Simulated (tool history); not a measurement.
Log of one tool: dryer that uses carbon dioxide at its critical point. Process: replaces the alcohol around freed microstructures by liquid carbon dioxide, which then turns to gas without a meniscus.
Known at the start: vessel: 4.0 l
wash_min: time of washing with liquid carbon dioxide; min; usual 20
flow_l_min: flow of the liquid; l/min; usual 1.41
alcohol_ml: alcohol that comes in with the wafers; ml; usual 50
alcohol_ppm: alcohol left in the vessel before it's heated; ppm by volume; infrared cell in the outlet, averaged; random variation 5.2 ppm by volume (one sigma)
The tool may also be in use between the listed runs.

run	hour	wash_min	flow_l_min	alcohol_ml	alcohol_ppm
1	0.0	20	1.41	50	143
2	7.3	20	2.30	50	8
3	21.0	20	1.41	51	158
4	32.0	20	1.41	50	156
# hour 34.8: inlet filter changed
5	42.5	20	1.41	50	94
6	50.4	14	1.41	50	398
7	61.4	14	1.41	50	406
8	73.8	20	1.41	50	108
9	79.4	27	1.41	50	38
10	85.2	27	1.41	50	30
11	92.3	20	1.41	22	55
12	101.4	14	1.13	31	512
13	110.4	14	1.13	31	492
14	116.0	23	1.41	109	119
15	129.0	23	1.41	59	75
16	142.8	20	1.51	70	110
17	152.7	20	1.51	70	109
18	159.1	20	2.21	81	30

Forecast each of these 4 alternatives for the next run:
A	168.9	13	0.96	50	?
B	168.9	20	0.94	50	?
C	168.9	19	0.94	76	?
D	168.9	16	0.85	112	?

run	alcohol_ppm
A	1419
B	495
C	865
D	2559
Without the tool's hidden state the same runs would have given:
run	alcohol_ppm
A	1341
B	447
C	794
D	2419

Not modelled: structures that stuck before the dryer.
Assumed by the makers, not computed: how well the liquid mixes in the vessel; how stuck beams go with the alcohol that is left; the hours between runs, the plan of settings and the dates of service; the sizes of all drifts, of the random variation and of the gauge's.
